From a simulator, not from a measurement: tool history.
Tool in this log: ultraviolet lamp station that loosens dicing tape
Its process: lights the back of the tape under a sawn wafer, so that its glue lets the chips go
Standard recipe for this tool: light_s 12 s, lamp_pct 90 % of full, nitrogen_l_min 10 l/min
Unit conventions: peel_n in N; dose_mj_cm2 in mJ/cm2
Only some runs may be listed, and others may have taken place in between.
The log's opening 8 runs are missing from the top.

{"run": 9, "hour": 57.4, "light_s": 14, "lamp_pct": 90, "nitrogen_l_min": 10, "peel_n": 0.738, "dose_mj_cm2": 477}
{"run": 10, "hour": 62.6, "light_s": 14, "lamp_pct": 79, "nitrogen_l_min": 10, "peel_n": 1.02, "dose_mj_cm2": 415}
{"run": 11, "hour": 71.4, "light_s": 14, "lamp_pct": 79, "nitrogen_l_min": 10, "peel_n": 0.962, "dose_mj_cm2": 413}
{"run": 12, "hour": 78.8, "light_s": 14, "lamp_pct": 79, "nitrogen_l_min": 10, "peel_n": 1.01, "dose_mj_cm2": 414}
{"run": 13, "hour": 84.1, "light_s": 13, "lamp_pct": 90, "nitrogen_l_min": 10, "peel_n": 0.892, "dose_mj_cm2": 430}
{"run": 14, "hour": 88.9, "light_s": 12, "lamp_pct": 90, "nitrogen_l_min": 10, "peel_n": 1.049, "dose_mj_cm2": 399}
{"run": 15, "hour": 96.3, "light_s": 12, "lamp_pct": 90, "nitrogen_l_min": 10, "peel_n": 1.051, "dose_mj_cm2": 396}
{"run": 16, "hour": 103.3, "light_s": 12, "lamp_pct": 90, "nitrogen_l_min": 10, "peel_n": 1.06, "dose_mj_cm2": 396}
{"run": 17, "hour": 107.6, "light_s": 19, "lamp_pct": 90, "nitrogen_l_min": 10, "peel_n": 0.385, "dose_mj_cm2": 626}
{"run": 18, "hour": 117.1, "light_s": 19, "lamp_pct": 90, "nitrogen_l_min": 10, "peel_n": 0.377, "dose_mj_cm2": 629}
{"run": 19, "hour": 126.5, "light_s": 12, "lamp_pct": 90, "nitrogen_l_min": 3, "peel_n": 2.354, "dose_mj_cm2": 392}
{"run": 20, "hour": 136.1, "light_s": 17, "lamp_pct": 90, "nitrogen_l_min": 7, "peel_n": 0.692, "dose_mj_cm2": 549}
{"run": 21, "hour": 140.4, "light_s": 17, "lamp_pct": 90, "nitrogen_l_min": 7, "peel_n": 0.7, "dose_mj_cm2": 551}
{"run": 22, "hour": 150.2, "light_s": 17, "lamp_pct": 90, "nitrogen_l_min": 7, "peel_n": 0.68, "dose_mj_cm2": 554}
{"run": 23, "hour": 160.0, "light_s": 8, "lamp_pct": 90, "nitrogen_l_min": 10, "peel_n": 2.3, "dose_mj_cm2": 255}
{"run": 24, "hour": 167.1, "light_s": 12, "lamp_pct": 95, "nitrogen_l_min": 10, "peel_n": 1.064, "dose_mj_cm2": 403}
{"run": 25, "hour": 171.9, "light_s": 12, "lamp_pct": 95, "nitrogen_l_min": 10, "peel_n": 1.075, "dose_mj_cm2": 404}
{"run": 26, "hour": 180.4, "light_s": 21, "lamp_pct": 90, "nitrogen_l_min": 5, "peel_n": 0.587, "dose_mj_cm2": 662}
{"run": 27, "hour": 186.2, "light_s": 12, "lamp_pct": 90, "nitrogen_l_min": 3, "peel_n": 2.557, "dose_mj_cm2": 377}
{"run": 28, "hour": 194.7, "light_s": 12, "lamp_pct": 72, "nitrogen_l_min": 15, "peel_n": 1.455, "dose_mj_cm2": 299}
{"run": 29, "hour": 200.8, "light_s": 12, "lamp_pct": 72, "nitrogen_l_min": 15, "peel_n": 1.5, "dose_mj_cm2": 302}
{"run": 30, "hour": 206.0, "light_s": 12, "lamp_pct": 66, "nitrogen_l_min": 15, "peel_n": 1.69, "dose_mj_cm2": 272}
{"run": 31, "hour": 210.7, "light_s": 12, "lamp_pct": 63, "nitrogen_l_min": 4, "peel_n": 3.419, "dose_mj_cm2": 264}
{"run": 32, "hour": 216.6, "light_s": 12, "lamp_pct": 63, "nitrogen_l_min": 4, "peel_n": 3.427, "dose_mj_cm2": 258}
{"run": 33, "hour": 220.9, "light_s": 12, "lamp_pct": 63, "nitrogen_l_min": 3, "peel_n": 3.888, "dose_mj_cm2": 262}

Forecast run 34:
{"run": 34, "hour": 230.9, "light_s": 12, "lamp_pct": 63, "nitrogen_l_min": 3, "peel_n": "?", "dose_mj_cm2": "?"}

peel_n: 3.869 N
dose_mj_cm2: 253 mJ/cm2
With no hidden state in the tool, this same run would have given peel_n 2.952 N, dose_mj_cm2 328 mJ/cm2.

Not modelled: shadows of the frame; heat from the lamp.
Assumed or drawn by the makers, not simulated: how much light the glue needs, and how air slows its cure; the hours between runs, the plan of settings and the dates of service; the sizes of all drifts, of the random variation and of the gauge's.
